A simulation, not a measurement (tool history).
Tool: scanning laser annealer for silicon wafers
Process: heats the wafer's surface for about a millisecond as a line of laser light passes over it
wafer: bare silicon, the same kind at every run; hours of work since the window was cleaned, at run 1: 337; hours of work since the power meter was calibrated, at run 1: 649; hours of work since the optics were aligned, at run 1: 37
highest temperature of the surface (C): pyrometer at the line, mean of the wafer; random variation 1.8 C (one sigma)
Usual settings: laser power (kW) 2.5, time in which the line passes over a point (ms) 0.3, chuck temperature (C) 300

run   hour  laser power (kW)  time in which the line passes over a point (ms)  chuck temperature (C)  hours of work since the window was cleaned  hours of work since the power meter was calibrated  hours of work since the optics were aligned  highest temperature of the surface (C)
  1      0               2.5                                              0.3                    300                                         337                                                 649                                           37                                    1001
  2   15.6               2.5                                              0.3                    300                                         347                                                 659                                           47                                     995
  3   42.6               2.5                                              0.3                    300                                         364                                                 676                                           65                                     997
  4   59.7               2.5                                              0.3                    300                                         375                                                 687                                           76                                     998
  5   79.8               2.5                                              0.3                    300                                         388                                                 700                                           89                                     994
  6   92.1               2.5                                              0.3                    300                                         396                                                 708                                           96                                     994
  7    104               2.5                                              0.3                    300                                         404                                                 716                                          104                                     996
  8  132.7               2.5                                              0.3                    300                                         422                                                 734                                          123                                     994
  9  152.6               2.5                                              0.3                    300                                         435                                                 747                                          135                                     991
 10  164.4               2.5                                              0.3                    300                                         443                                                 754                                          143                                     992
 11    178             2.442                                              0.3                    300                                         451                                                 763                                          152                                     975
 12  204.9             2.244                                              0.3                    300                                         469                                                 781                                          169                                     920
 13  233.4               2.5                                              0.3                    300                                         487                                                 799                                          187                                     991
 14  260.3               2.5                                              0.3                    300                                         504                                                 816                                          205                                     989
 15  272.2               2.5                                              0.3                    300                                         512                                                 824                                          212                                     985
 16  288.1               2.5                                              0.3                    300                                         522                                                 834                                          222                                     986
 17  307.2             2.203                                              0.3                    300                                         534                                                 846                                          235                                     904
 18  323.5             2.203                                              0.3                    300                                         545                                                 857                                          245                                     903
 19  338.4               2.5                                              0.3                    300                                         554                                                 866                                          255                                     984
 20  357.8               2.5                                             0.35                    300                                         567                                                 879                                          267                                    1032
 21  375.1               2.5                                              0.3                    300                                         578                                                 890                                          278                                     983
 22  403.6             2.268                                            0.318                    282                                         596                                                 908                                          297                                     921
 23  424.1               2.5                                              0.3                    323                                         609                                                 921                                          310                                    1005
 24    448             2.377                                              0.3                    298                                         625                                                 937                                          325                                     945
 25  475.5             2.433                                            0.362                    336                                         642                                                 954                                          343                                    1055
     495.9  -- window over the wafer cleaned
 26  504.8               2.5                                              0.3                    303                                           6                                                 972                                          360                                    1023
 27  527.8               2.5                                              0.3                    303                                          21                                                 987                                          375                                    1016
 28  545.6             2.261                                            0.227                    310                                          32                                                 998                                          387                                     881
 29  563.8             2.261                                            0.227                    310                                          44                                                1010                                          398                                     882
 30  586.6             2.261                                            0.319                    292                                          58                                                1024                                          413                                     955
 31  600.8             2.153                                            0.343                    307                                          67                                                1034                                          422                                     960
 32  624.6               2.5                                              0.3                    313                                          83                                                1049                                          437                                    1023
 33  640.3              2.63                                              0.3                    277                                          93                                                1059                                          447                                    1026
 34  665.8               2.5                                              0.3                    266                                         109                                                1075                                          464                                     973
 35  682.7             2.744                                              0.3                    266                                         120                                                1086                                          475                                    1043
 36  711.4             2.639                                            0.303                    333                                         138                                                1105                                          493                                    1082
 37  739.2             2.312                                            0.374                    334                                         156                                                1123                                          511                                    1056
 38  764.9              2.73                                              0.3                    296                                         173                                                1139                                          527                                    1065
 39  777.9             2.474                                            0.363                    321                                         181                                                1147                                          536                                    1079
 40  793.6               2.5                                            0.355                    324                                         191                                                1157                                          546                                    1082
 41  820.5               2.5                                            0.355                    324                                         209                                                1175                                          563                                    1078

Some steps in highest temperature of the surface (C) between neighbouring runs. How much of each would the tool show without its hidden state too (settings, what came in, random variation), and how much is left for the hidden state, with any gauge scatter that isn't in both results?
The hidden state here: light that passes the window, % of a clean one's; laser's true power over the reading, %; width of the line over the set one, %; drift of the gauge itself on peak_c, C.
Run 18 -> 19: laser power (kW) 2.203 -> 2.5. highest temperature of the surface (C) +81: hidden state -4, all else +85.
Run 22 -> 23: laser power (kW) 2.268 -> 2.5, time in which the line passes over a point (ms) 0.318 -> 0.3, chuck temperature (C) 282 -> 323. highest temperature of the surface (C) +84: hidden state -3, all else +87.
Run 24 -> 25: laser power (kW) 2.377 -> 2.433, time in which the line passes over a point (ms) 0.3 -> 0.362, chuck temperature (C) 298 -> 336. highest temperature of the surface (C) +110: hidden state -6, all else +116.
Run 25 -> 26: laser power (kW) 2.433 -> 2.5, time in which the line passes over a point (ms) 0.362 -> 0.3, chuck temperature (C) 336 -> 303, window over the wafer cleaned. highest temperature of the surface (C) -32: hidden state +40, all else -72.
Run 27 -> 28: laser power (kW) 2.5 -> 2.261, time in which the line passes over a point (ms) 0.3 -> 0.227, chuck temperature (C) 303 -> 310. highest temperature of the surface (C) -135: hidden state +0, all else -135.
